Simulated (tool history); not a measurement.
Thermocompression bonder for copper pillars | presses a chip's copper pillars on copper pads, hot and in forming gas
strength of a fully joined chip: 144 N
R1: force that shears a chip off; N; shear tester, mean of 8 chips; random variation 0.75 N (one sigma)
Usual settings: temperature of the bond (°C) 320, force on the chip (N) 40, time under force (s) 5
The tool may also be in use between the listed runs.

run 1 hour=0 | temperature_of_the_bond_(°C)=320 force_on_the_chip_(N)=40 time_under_force_(s)=5 | R1=55.6
run 2 hour=6.7 | temperature_of_the_bond_(°C)=340 force_on_the_chip_(N)=40 time_under_force_(s)=5 | R1=68.7
run 3 hour=13.5 | temperature_of_the_bond_(°C)=320 force_on_the_chip_(N)=40 time_under_force_(s)=14 | R1=80.5
run 4 hour=19.2 | temperature_of_the_bond_(°C)=343 force_on_the_chip_(N)=40 time_under_force_(s)=14 | R1=98.1
run 5 hour=24.5 | temperature_of_the_bond_(°C)=348 force_on_the_chip_(N)=40 time_under_force_(s)=5 | R1=74.9
run 6 hour=32 | temperature_of_the_bond_(°C)=320 force_on_the_chip_(N)=40 time_under_force_(s)=12 | R1=77.8
run 7 hour=37 | temperature_of_the_bond_(°C)=320 force_on_the_chip_(N)=40 time_under_force_(s)=12 | R1=74.8
run 8 hour=44.8 | temperature_of_the_bond_(°C)=320 force_on_the_chip_(N)=40 time_under_force_(s)=12 | R1=76.1
run 9 hour=51.7 | temperature_of_the_bond_(°C)=320 force_on_the_chip_(N)=40 time_under_force_(s)=12 | R1=75.3
run 10 hour=58.1 | temperature_of_the_bond_(°C)=320 force_on_the_chip_(N)=33 time_under_force_(s)=7 | R1=57
run 11 hour=63.4 | temperature_of_the_bond_(°C)=320 force_on_the_chip_(N)=33 time_under_force_(s)=7 | R1=56.9
run 12 hour=72.1 | temperature_of_the_bond_(°C)=320 force_on_the_chip_(N)=33 time_under_force_(s)=6 | R1=54
run 13 hour=81.4 | temperature_of_the_bond_(°C)=301 force_on_the_chip_(N)=47 time_under_force_(s)=6 | R1=52.9
run 14 hour=85.9 | temperature_of_the_bond_(°C)=339 force_on_the_chip_(N)=46 time_under_force_(s)=6 | R1=77.9
run 15 hour=90.5 | temperature_of_the_bond_(°C)=290 force_on_the_chip_(N)=48 time_under_force_(s)=12 | R1=59
run 16 hour=95.6 | temperature_of_the_bond_(°C)=290 force_on_the_chip_(N)=48 time_under_force_(s)=12 | R1=59.9
run 17 hour=99.9 | temperature_of_the_bond_(°C)=290 force_on_the_chip_(N)=48 time_under_force_(s)=8 | R1=51.2

Forecast each of these 4 alternatives for the next run:
run A hour=104.2 | temperature_of_the_bond_(°C)=320 force_on_the_chip_(N)=40 time_under_force_(s)=5 | R1=?
run B hour=104.2 | temperature_of_the_bond_(°C)=342 force_on_the_chip_(N)=40 time_under_force_(s)=14 | R1=?
run C hour=104.2 | temperature_of_the_bond_(°C)=320 force_on_the_chip_(N)=41 time_under_force_(s)=8 | R1=?
run D hour=104.2 | temperature_of_the_bond_(°C)=304 force_on_the_chip_(N)=30 time_under_force_(s)=6 | R1=?

run=A R1=55.6
run=B R1=94.5
run=C R1=68.1
run=D R1=42.3
Without the tool's hidden state the same runs would have given:
run=A R1=55.9
run=B R1=94.9
run=C R1=68.5
run=D R1=42.6
